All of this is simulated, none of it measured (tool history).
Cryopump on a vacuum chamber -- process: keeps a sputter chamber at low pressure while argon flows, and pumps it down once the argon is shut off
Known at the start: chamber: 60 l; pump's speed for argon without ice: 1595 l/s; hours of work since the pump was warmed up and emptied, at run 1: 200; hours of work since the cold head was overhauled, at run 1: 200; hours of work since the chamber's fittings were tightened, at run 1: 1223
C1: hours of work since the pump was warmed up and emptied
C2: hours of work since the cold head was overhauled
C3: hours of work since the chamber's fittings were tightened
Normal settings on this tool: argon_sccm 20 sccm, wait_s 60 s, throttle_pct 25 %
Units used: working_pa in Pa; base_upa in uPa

{"run": 1, "day": 0.0, "argon_sccm": 20, "wait_s": 60, "throttle_pct": 25, "C1": 200, "C2": 200, "C3": 1223, "working_pa": 0.0862, "base_upa": 1.6}
{"run": 2, "day": 2.729, "argon_sccm": 20, "wait_s": 60, "throttle_pct": 25, "C1": 247, "C2": 247, "C3": 1271, "working_pa": 0.0872, "base_upa": 1.64}
{"run": 3, "day": 5.142, "argon_sccm": 20, "wait_s": 60, "throttle_pct": 25, "C1": 289, "C2": 289, "C3": 1313, "working_pa": 0.0876, "base_upa": 1.69}
{"run": 4, "day": 7.458, "argon_sccm": 20, "wait_s": 60, "throttle_pct": 25, "C1": 330, "C2": 330, "C3": 1353, "working_pa": 0.089, "base_upa": 1.62}
{"run": 5, "day": 8.879, "argon_sccm": 20, "wait_s": 60, "throttle_pct": 25, "C1": 354, "C2": 354, "C3": 1378, "working_pa": 0.0882, "base_upa": 1.66}
{"run": 6, "day": 10.146, "argon_sccm": 20, "wait_s": 60, "throttle_pct": 25, "C1": 377, "C2": 377, "C3": 1400, "working_pa": 0.0891, "base_upa": 1.7}
{"run": 7, "day": 12.725, "argon_sccm": 20, "wait_s": 60, "throttle_pct": 25, "C1": 421, "C2": 421, "C3": 1445, "working_pa": 0.0895, "base_upa": 1.7}
{"run": 8, "day": 14.6, "argon_sccm": 20, "wait_s": 60, "throttle_pct": 25, "C1": 454, "C2": 454, "C3": 1478, "working_pa": 0.0894, "base_upa": 1.69}
{"run": 9, "day": 16.767, "argon_sccm": 20, "wait_s": 60, "throttle_pct": 25, "C1": 492, "C2": 492, "C3": 1515, "working_pa": 0.0902, "base_upa": 1.66}
{"run": 10, "day": 18.883, "argon_sccm": 20, "wait_s": 23, "throttle_pct": 25, "C1": 529, "C2": 529, "C3": 1552, "working_pa": 0.0905, "base_upa": 3.74}
{"run": 11, "day": 21.142, "argon_sccm": 20, "wait_s": 23, "throttle_pct": 25, "C1": 568, "C2": 568, "C3": 1592, "working_pa": 0.0922, "base_upa": 3.72}
{"run": 12, "day": 23.338, "argon_sccm": 20, "wait_s": 60, "throttle_pct": 25, "C1": 606, "C2": 606, "C3": 1630, "working_pa": 0.0922, "base_upa": 1.73}
{"run": 13, "day": 25.788, "argon_sccm": 20, "wait_s": 60, "throttle_pct": 25, "C1": 649, "C2": 649, "C3": 1672, "working_pa": 0.0928, "base_upa": 1.76}
{"day": 27.512, "done": "pump warmed up, emptied and cooled again"}
{"run": 14, "day": 28.858, "argon_sccm": 20, "wait_s": 60, "throttle_pct": 25, "C1": 23, "C2": 699, "C3": 1722, "working_pa": 0.0851, "base_upa": 1.67}
{"run": 15, "day": 30.983, "argon_sccm": 36, "wait_s": 60, "throttle_pct": 25, "C1": 60, "C2": 736, "C3": 1759, "working_pa": 0.1546, "base_upa": 1.65}
{"run": 16, "day": 33.012, "argon_sccm": 20, "wait_s": 60, "throttle_pct": 25, "C1": 96, "C2": 771, "C3": 1795, "working_pa": 0.086, "base_upa": 1.66}
{"run": 17, "day": 34.871, "argon_sccm": 20, "wait_s": 60, "throttle_pct": 37, "C1": 128, "C2": 803, "C3": 1827, "working_pa": 0.0595, "base_upa": 1.67}
{"run": 18, "day": 36.5, "argon_sccm": 20, "wait_s": 28, "throttle_pct": 25, "C1": 156, "C2": 832, "C3": 1855, "working_pa": 0.0866, "base_upa": 3.1}
{"run": 19, "day": 39.258, "argon_sccm": 13, "wait_s": 28, "throttle_pct": 28, "C1": 205, "C2": 880, "C3": 1903, "working_pa": 0.0502, "base_upa": 3.14}
{"run": 20, "day": 41.15, "argon_sccm": 20, "wait_s": 33, "throttle_pct": 23, "C1": 237, "C2": 913, "C3": 1936, "working_pa": 0.0945, "base_upa": 2.8}
{"run": 21, "day": 42.325, "argon_sccm": 29, "wait_s": 33, "throttle_pct": 23, "C1": 258, "C2": 933, "C3": 1957, "working_pa": 0.1377, "base_upa": 2.75}
{"run": 22, "day": 45.179, "argon_sccm": 17, "wait_s": 173, "throttle_pct": 18, "C1": 308, "C2": 983, "C3": 2006, "working_pa": 0.1031, "base_upa": 0.95}
{"run": 23, "day": 48.038, "argon_sccm": 10, "wait_s": 221, "throttle_pct": 36, "C1": 357, "C2": 1033, "C3": 2056, "working_pa": 0.0318, "base_upa": 0.85}
{"run": 24, "day": 50.204, "argon_sccm": 20, "wait_s": 207, "throttle_pct": 20, "C1": 395, "C2": 1070, "C3": 2094, "working_pa": 0.1092, "base_upa": 0.86}
{"run": 25, "day": 51.767, "argon_sccm": 20, "wait_s": 207, "throttle_pct": 20, "C1": 422, "C2": 1098, "C3": 2121, "working_pa": 0.1107, "base_upa": 0.93}
{"run": 26, "day": 54.462, "argon_sccm": 34, "wait_s": 60, "throttle_pct": 43, "C1": 469, "C2": 1145, "C3": 2168, "working_pa": 0.0921, "base_upa": 1.84}
{"run": 27, "day": 56.304, "argon_sccm": 20, "wait_s": 21, "throttle_pct": 25, "C1": 501, "C2": 1177, "C3": 2200, "working_pa": 0.0903, "base_upa": 4.14}
{"run": 28, "day": 58.15, "argon_sccm": 20, "wait_s": 99, "throttle_pct": 25, "C1": 533, "C2": 1209, "C3": 2232, "working_pa": 0.0913, "base_upa": 1.36}
{"run": 29, "day": 60.504, "argon_sccm": 20, "wait_s": 180, "throttle_pct": 25, "C1": 574, "C2": 1250, "C3": 2273, "working_pa": 0.091, "base_upa": 1.04}
{"run": 30, "day": 62.662, "argon_sccm": 20, "wait_s": 210, "throttle_pct": 41, "C1": 612, "C2": 1287, "C3": 2311, "working_pa": 0.0595, "base_upa": 1.01}
{"run": 31, "day": 64.717, "argon_sccm": 20, "wait_s": 29, "throttle_pct": 29, "C1": 648, "C2": 1323, "C3": 2347, "working_pa": 0.0808, "base_upa": 3.23}
{"run": 32, "day": 66.079, "argon_sccm": 20, "wait_s": 29, "throttle_pct": 29, "C1": 671, "C2": 1347, "C3": 2370, "working_pa": 0.0811, "base_upa": 3.33}
{"day": 66.433, "done": "pump warmed up, emptied and cooled again"}
{"run": 33, "day": 67.967, "argon_sccm": 20, "wait_s": 29, "throttle_pct": 29, "C1": 27, "C2": 1376, "C3": 2400, "working_pa": 0.0738, "base_upa": 3.09}

Describe how what the log doesn't record of the tool's condition differs between the last listed run preceding each entry between runs and the first listed run following it.
From run 13 to run 14: pump warmed up, emptied and cooled again (day 27.512)
  pump's speed, % of a pump's without ice: 74.8 -> 98.6; cold plate's temperature, K: 12.54 -> 12.56; leak into the chamber, uPa l/s: 650 -> 658
  the result without the hidden state subtracted from the measured one, working_pa: +0.0075 -> +0.0006 Pa; base_upa: +0.36 -> +0.24 uPa
From run 32 to run 33: pump warmed up, emptied and cooled again (day 66.433)
  pump's speed, % of a pump's without ice: 74.3 -> 98.5; cold plate's temperature, K: 12.9 -> 12.92; leak into the chamber, uPa l/s: 767 -> 772
  the result without the hidden state subtracted from the measured one, working_pa: +0.0078 -> +0.0007 Pa; base_upa: +0.49 -> +0.31 uPa

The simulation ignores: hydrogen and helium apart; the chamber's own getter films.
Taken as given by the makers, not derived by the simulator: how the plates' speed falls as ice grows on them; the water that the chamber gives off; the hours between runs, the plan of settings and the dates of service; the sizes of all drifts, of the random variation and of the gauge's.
